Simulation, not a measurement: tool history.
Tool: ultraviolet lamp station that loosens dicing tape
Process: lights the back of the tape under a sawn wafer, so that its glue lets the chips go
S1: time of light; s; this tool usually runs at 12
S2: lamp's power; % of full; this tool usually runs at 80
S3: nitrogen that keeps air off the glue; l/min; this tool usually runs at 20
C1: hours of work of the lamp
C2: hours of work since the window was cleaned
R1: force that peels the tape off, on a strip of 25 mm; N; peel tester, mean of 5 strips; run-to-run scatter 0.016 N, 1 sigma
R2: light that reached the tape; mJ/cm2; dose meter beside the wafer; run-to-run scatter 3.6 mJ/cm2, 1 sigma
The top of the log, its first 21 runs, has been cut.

run,hour,S1,S2,S3,C1,C2,R1,R2
22,1479.8,12,80,20,919,510,1.156,463
23,1561.9,12,80,8,981,572,1.703,454
# hour 1581.3: window cleaned of glue's vapour
24,1619.8,12,80,31,1024,29,0.941,473
25,1691.2,16,80,9,1079,83,1.024,623
26,1778.0,12,76,6,1144,149,1.942,431
27,1848.0,12,80,35,1198,202,0.957,448
28,1924.2,23,84,20,1255,260,0.407,882
29,1991.8,21,88,13,1307,311,0.519,828
30,2065.7,9,88,13,1363,367,1.883,348
31,2116.3,22,72,20,1401,406,0.596,693
32,2191.4,8,70,20,1458,463,2.421,240
33,2259.1,14,74,39,1509,514,0.991,430
34,2303.7,19,60,22,1543,548,1.083,469

The next listed run, before its measurement:
# hour 2353.8: window cleaned of glue's vapour
35,2353.8,19,60,22,1581,0,?,?

R1: 1.035 N
R2: 491 mJ/cm2
On a tool with no hidden condition, and with the same random variation, this run would have come out at R1 0.565 N, R2 712 mJ/cm2.
